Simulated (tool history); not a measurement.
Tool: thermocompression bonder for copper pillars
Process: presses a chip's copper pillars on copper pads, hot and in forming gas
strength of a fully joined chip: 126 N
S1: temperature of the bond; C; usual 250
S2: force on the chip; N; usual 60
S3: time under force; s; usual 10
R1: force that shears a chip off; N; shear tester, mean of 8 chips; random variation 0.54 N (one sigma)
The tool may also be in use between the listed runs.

run 1 hour=0 | S1=250 S2=60 S3=10 | R1=62.8
run 2 hour=10.5 | S1=250 S2=60 S3=10 | R1=62.3
run 3 hour=20.1 | S1=250 S2=60 S3=10 | R1=60.9
run 4 hour=32.3 | S1=250 S2=60 S3=10 | R1=62.1
run 5 hour=41.4 | S1=250 S2=60 S3=10 | R1=62
run 6 hour=53.5 | S1=250 S2=60 S3=10 | R1=62
run 7 hour=64.4 | S1=225 S2=60 S3=10 | R1=44.2
run 8 hour=78.2 | S1=225 S2=60 S3=10 | R1=43.9
run 9 hour=88.7 | S1=225 S2=60 S3=10 | R1=43.9
run 10 hour=95 | S1=225 S2=60 S3=10 | R1=43.6
run 11 hour=108 | S1=225 S2=60 S3=10 | R1=44
run 12 hour=121.7 | S1=250 S2=64 S3=10 | R1=63.9
run 13 hour=137.2 | S1=250 S2=60 S3=10 | R1=60.5
run 14 hour=146.1 | S1=250 S2=60 S3=10 | R1=60
run 15 hour=158.3 | S1=250 S2=60 S3=10 | R1=61.1
run 16 hour=165.2 | S1=250 S2=60 S3=10 | R1=59.7
run 17 hour=178.2 | S1=250 S2=60 S3=10 | R1=59.8
run 18 hour=191.6 | S1=220 S2=60 S3=22 | R1=53.3
run 19 hour=204.2 | S1=220 S2=60 S3=22 | R1=54.3
run 20 hour=211.2 | S1=220 S2=60 S3=10 | R1=39.7
run 21 hour=225.5 | S1=220 S2=43 S3=29 | R1=46.6
run 22 hour=233.4 | S1=232 S2=82 S3=16 | R1=69.8
run 23 hour=245.2 | S1=249 S2=82 S3=11 | R1=73.2
-- hour=247.9 force cell calibrated
run 24 hour=262.1 | S1=249 S2=82 S3=11 | R1=72.8
run 25 hour=271.8 | S1=268 S2=82 S3=11 | R1=86.9
-- hour=274.8 force cell calibrated, once more
run 26 hour=287.2 | S1=266 S2=75 S3=10 | R1=79.3
run 27 hour=293.4 | S1=250 S2=59 S3=10 | R1=58.5
run 28 hour=299.7 | S1=269 S2=60 S3=11 | R1=74
run 29 hour=306.7 | S1=239 S2=62 S3=10 | R1=53.1
run 30 hour=316 | S1=244 S2=56 S3=29 | R1=73.5
run 31 hour=327.4 | S1=244 S2=56 S3=29 | R1=74
run 32 hour=339.6 | S1=244 S2=56 S3=29 | R1=72.8
run 33 hour=354.7 | S1=221 S2=60 S3=10 | R1=39.5

4 ways to go on from here, each from the tool as it stands after run 33. What would each give?
run A hour=369.7 | S1=240 S2=71 S3=26 | R1=?
run B hour=369.7 | S1=276 S2=60 S3=10 | R1=?
run C hour=369.7 | S1=241 S2=53 S3=11 | R1=?
run D hour=369.7 | S1=232 S2=60 S3=10 | R1=?

run=A R1=77.7
run=B R1=76.2
run=C R1=49.8
run=D R1=45.4
Without the tool's hidden state the same runs would have given:
run=A R1=85.9
run=B R1=84
run=C R1=55.7
run=D R1=50.9

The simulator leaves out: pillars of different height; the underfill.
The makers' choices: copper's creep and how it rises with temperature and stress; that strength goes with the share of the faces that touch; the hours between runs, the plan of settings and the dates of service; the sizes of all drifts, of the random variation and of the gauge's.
